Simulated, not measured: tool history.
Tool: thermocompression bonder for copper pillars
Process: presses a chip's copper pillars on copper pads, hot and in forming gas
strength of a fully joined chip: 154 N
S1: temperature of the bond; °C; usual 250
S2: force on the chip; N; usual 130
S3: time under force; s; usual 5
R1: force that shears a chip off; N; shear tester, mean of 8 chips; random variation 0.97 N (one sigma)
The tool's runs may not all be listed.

run,day,S1,S2,S3,R1
1,0.000,250,130,5,119.2
2,1.388,250,130,5,118.4
3,2.608,250,130,5,117.9
# day 4.888: forming gas filter changed
4,4.958,250,130,5,126.6
5,7.283,250,130,5,125.8
6,8.858,250,130,5,124.3
7,10.033,220,130,13,125.6
8,12.433,250,112,5,118.0
9,14.329,250,97,3,99.0

The next listed run, before its measurement:
10,16.612,224,78,3,?

R1: 69.0 N
Without the tool's hidden state the same run would have given R1 58.7 N.

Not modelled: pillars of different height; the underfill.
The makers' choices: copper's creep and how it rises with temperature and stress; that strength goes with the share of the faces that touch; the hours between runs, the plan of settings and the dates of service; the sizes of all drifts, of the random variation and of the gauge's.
